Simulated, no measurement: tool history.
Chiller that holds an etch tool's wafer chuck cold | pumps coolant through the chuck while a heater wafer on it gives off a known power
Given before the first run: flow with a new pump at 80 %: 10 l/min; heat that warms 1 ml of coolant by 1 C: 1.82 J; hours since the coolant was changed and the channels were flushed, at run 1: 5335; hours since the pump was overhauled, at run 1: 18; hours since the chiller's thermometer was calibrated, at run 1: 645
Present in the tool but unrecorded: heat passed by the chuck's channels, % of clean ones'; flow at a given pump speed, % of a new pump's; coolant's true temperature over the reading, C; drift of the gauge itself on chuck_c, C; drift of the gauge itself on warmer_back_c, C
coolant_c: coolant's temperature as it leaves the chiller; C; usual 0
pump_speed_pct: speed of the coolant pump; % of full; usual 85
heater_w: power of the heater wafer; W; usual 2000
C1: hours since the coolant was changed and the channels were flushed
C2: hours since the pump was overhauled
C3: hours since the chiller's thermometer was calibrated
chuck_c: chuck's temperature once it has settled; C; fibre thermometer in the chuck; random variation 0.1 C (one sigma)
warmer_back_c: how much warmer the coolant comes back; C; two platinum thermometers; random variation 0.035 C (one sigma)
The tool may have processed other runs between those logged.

Run 1, day 0.000: usual settings; C1 5335; C2 18; C3 645. Result: chuck_c 14.5 C, warmer_back_c 6.16 C.
Run 2, day 1.954: usual settings but pump_speed_pct 63 % of full; C1 5382; C2 65; C3 692. Result: chuck_c 18.1 C, warmer_back_c 8.51 C.
Run 3, day 3.458: usual settings but pump_speed_pct 63 % of full; C1 5418; C2 101; C3 728. Result: chuck_c 18.0 C, warmer_back_c 8.52 C.
Run 4, day 4.842: usual settings but pump_speed_pct 63 % of full; C1 5451; C2 134; C3 761. Result: chuck_c 18.3 C, warmer_back_c 8.48 C.
Run 5, day 6.938: usual settings but pump_speed_pct 63 % of full; C1 5502; C2 185; C3 812. Result: chuck_c 18.2 C, warmer_back_c 8.49 C.
Run 6, day 8.308: usual settings but pump_speed_pct 63 % of full; C1 5535; C2 218; C3 844. Result: chuck_c 18.0 C, warmer_back_c 8.51 C.
Run 7, day 9.483: usual settings but pump_speed_pct 63 % of full; C1 5563; C2 246; C3 873. Result: chuck_c 18.1 C, warmer_back_c 8.44 C.
Run 8, day 11.050: usual settings but heater_w 1276 W; C1 5600; C2 284; C3 910. Result: chuck_c 9.3 C, warmer_back_c 3.97 C.
Run 9, day 12.988: usual settings but coolant_c 9 C; C1 5647; C2 330; C3 957. Result: chuck_c 23.7 C, warmer_back_c 6.17 C.
Run 10, day 14.788: usual settings but coolant_c 9 C; C1 5690; C2 373; C3 1000. Result: chuck_c 23.5 C, warmer_back_c 6.17 C.
Run 11, day 16.371: usual settings but heater_w 1377 W; C1 5728; C2 411; C3 1038. Result: chuck_c 10.0 C, warmer_back_c 4.18 C.
Run 12, day 18.200: usual settings but heater_w 1377 W; C1 5772; C2 455; C3 1082. Result: chuck_c 10.1 C, warmer_back_c 4.27 C.
Run 13, day 20.033: usual settings but coolant_c -7 C, heater_w 1881 W; C1 5816; C2 499; C3 1126. Result: chuck_c 6.7 C, warmer_back_c 5.77 C.
Run 14, day 21.296: usual settings but coolant_c -6 C, pump_speed_pct 96 % of full; C1 5846; C2 529; C3 1156. Result: chuck_c 7.3 C, warmer_back_c 5.36 C.

Consider 3 possible next runs. They are alternatives, not a sequence: every one starts from the tool as it was left by run 14. What does each give?
Run A, day 22.608: usual settings but pump_speed_pct 84 % of full; C1 5878; C2 561; C3 1188. Result: chuck_c ?, warmer_back_c ?.
Run B, day 22.608: usual settings but coolant_c 8 C, pump_speed_pct 96 % of full; C1 5878; C2 561; C3 1188. Result: chuck_c ?, warmer_back_c ?.
Run C, day 22.608: usual settings but coolant_c -1 C, pump_speed_pct 83 % of full, heater_w 1571 W; C1 5878; C2 561; C3 1188. Result: chuck_c ?, warmer_back_c ?.

run  chuck_c  warmer_back_c
  A     14.6           6.27
  B     21.4           5.43
  C     10.7           4.97
What these runs would have given with no unlogged condition in the tool:
run  chuck_c  warmer_back_c
  A     14.6           6.27
  B     21.4           5.43
  C     10.7           4.96
